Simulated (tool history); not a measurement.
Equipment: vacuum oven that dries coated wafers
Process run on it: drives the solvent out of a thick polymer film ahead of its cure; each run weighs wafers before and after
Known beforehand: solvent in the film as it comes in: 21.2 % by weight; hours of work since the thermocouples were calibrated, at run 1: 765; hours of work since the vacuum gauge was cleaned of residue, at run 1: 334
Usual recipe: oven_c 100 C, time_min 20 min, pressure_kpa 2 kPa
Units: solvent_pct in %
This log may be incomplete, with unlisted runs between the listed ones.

| run | hour | oven_c | time_min | pressure_kpa | hours of work since the thermocouples were calibrated | hours of work since the vacuum gauge was cleaned of residue | solvent_pct |
|---|---|---|---|---|---|---|---|
| 1 | 0 | 100 | 20 | 2 | 765 | 334 | 4.05 |
| 2 | 26.3 | 100 | 20 | 2 | 778 | 347 | 4.08 |
| 3 | 52.9 | 100 | 20 | 2 | 791 | 360 | 4.08 |
| 4 | 87.1 | 100 | 20 | 2 | 808 | 377 | 4.11 |
| 5 | 110.5 | 100 | 20 | 2 | 820 | 389 | 4.11 |
| 6 | 132.1 | 100 | 20 | 2 | 831 | 400 | 4.14 |
| 7 | 160.8 | 86 | 20 | 2 | 845 | 414 | 8.91 |
| 8 | 205 | 93 | 20 | 2 | 867 | 436 | 6.42 |
| 9 | 249.2 | 100 | 20 | 2.22 | 889 | 459 | 4.44 |
| 10 | 297.8 | 100 | 20 | 2.22 | 914 | 483 | 4.48 |
| 11 | 349.3 | 100 | 20 | 2.22 | 939 | 509 | 4.34 |
| 12 | 381.5 | 100 | 20 | 2.22 | 956 | 525 | 4.59 |
| 13 | 406.9 | 100 | 20 | 2 | 968 | 537 | 4.34 |
|  | 422.8 | oven's thermocouples calibrated |
| 14 | 436.4 | 105 | 12 | 2 | 7 | 551 | 5.49 |
| 15 | 469.9 | 101 | 28 | 2 | 24 | 568 | 3.29 |
| 16 | 516.1 | 107 | 19 | 1.55 | 47 | 591 | 2.74 |
| 17 | 559.9 | 99 | 19 | 1.9 | 69 | 613 | 5.3 |
|  | 591.5 | oven's thermocouples calibrated, once more |
| 18 | 591.5 | 99 | 19 | 1.9 | 0 | 628 | 4.15 |
| 19 | 633.3 | 112 | 33 | 1.9 | 21 | 649 | 1.41 |
| 20 | 659.5 | 108 | 12 | 1.9 | 34 | 662 | 3.71 |
| 21 | 684.9 | 105 | 20 | 1.26 | 47 | 674 | 2.09 |
| 22 | 734.6 | 105 | 20 | 1.26 | 72 | 699 | 2.08 |
| 23 | 769.9 | 105 | 20 | 1.26 | 89 | 717 | 2.1 |
| 24 | 816.7 | 105 | 20 | 1.26 | 113 | 740 | 2.16 |
| 25 | 843.8 | 105 | 20 | 1.26 | 126 | 754 | 2.17 |

Alternative continuations, all from the tool just after run 25; predict every row:
| A | 868.7 | 90 | 12 | 2.4 | 139 | 766 | ? |
| B | 868.7 | 88 | 33 | 2.88 | 139 | 766 | ? |
| C | 868.7 | 90 | 20 | 4.64 | 139 | 766 | ? |
| D | 868.7 | 88 | 20 | 2 | 139 | 766 | ? |

| run | solvent_pct |
|---|---|
| A | 10.17 |
| B | 6.83 |
| C | 10.44 |
| D | 7.74 |
Without the tool's hidden state the same runs would have given:
| run | solvent_pct |
|---|---|
| A | 9.79 |
| B | 6.39 |
| C | 9.98 |
| D | 7.32 |

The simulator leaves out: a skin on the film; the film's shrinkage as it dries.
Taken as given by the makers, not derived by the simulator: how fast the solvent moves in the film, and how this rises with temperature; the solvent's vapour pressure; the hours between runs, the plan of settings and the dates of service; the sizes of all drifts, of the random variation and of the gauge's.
